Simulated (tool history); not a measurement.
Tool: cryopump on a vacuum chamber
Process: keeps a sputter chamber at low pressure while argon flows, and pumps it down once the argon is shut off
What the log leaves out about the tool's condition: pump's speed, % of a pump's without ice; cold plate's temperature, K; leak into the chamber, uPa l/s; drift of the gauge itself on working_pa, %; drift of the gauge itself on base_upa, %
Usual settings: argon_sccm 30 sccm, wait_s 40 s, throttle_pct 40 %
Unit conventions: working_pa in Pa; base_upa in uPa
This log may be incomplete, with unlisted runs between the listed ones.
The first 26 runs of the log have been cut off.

| run | day | argon_sccm | wait_s | throttle_pct | hours of work since the pump was warmed up and emptied | hours of work since the cold head was overhauled | hours of work since the chamber's fittings were tightened | working_pa | base_upa |
|---|---|---|---|---|---|---|---|---|---|
| 27 | 35.871 | 15 | 40 | 56 | 427 | 1366 | 1265 | 0.0193 | 1.61 |
| 28 | 37.492 | 16 | 27 | 20 | 456 | 1396 | 1294 | 0.0551 | 2.17 |
| 29 | 38.933 | 58 | 282 | 23 | 482 | 1422 | 1320 | 0.1779 | 0.68 |
| 30 | 40.1 | 55 | 58 | 23 | 503 | 1442 | 1341 | 0.1666 | 1.29 |
| 31 | 41.004 | 12 | 47 | 40 | 519 | 1459 | 1357 | 0.0212 | 1.41 |
| 32 | 42.796 | 14 | 76 | 25 | 551 | 1491 | 1389 | 0.0397 | 1.08 |
| 33 | 44.033 | 14 | 76 | 25 | 574 | 1513 | 1412 | 0.0402 | 1.12 |
| 34 | 45.933 | 30 | 248 | 43 | 608 | 1547 | 1446 | 0.0512 | 0.67 |
| 35 | 47.667 | 39 | 22 | 18 | 639 | 1579 | 1477 | 0.1534 | 2.64 |

3 options for the next run, each taken on its own from the tool as it stands now. Forecast them:
| A | 48.617 | 20 | 219 | 42 | 656 | 1596 | 1494 | ? | ? |
| B | 48.617 | 19 | 40 | 40 | 656 | 1596 | 1494 | ? | ? |
| C | 48.617 | 18 | 217 | 18 | 656 | 1596 | 1494 | ? | ? |

| run | working_pa | base_upa |
|---|---|---|
| A | 0.034 | 0.76 |
| B | 0.0336 | 1.67 |
| C | 0.0702 | 0.76 |
The same runs, with their run-to-run variation unchanged, on a tool lacking any hidden condition would have given:
| run | working_pa | base_upa |
|---|---|---|
| A | 0.0319 | 0.35 |
| B | 0.0316 | 1.27 |
| C | 0.0683 | 0.35 |
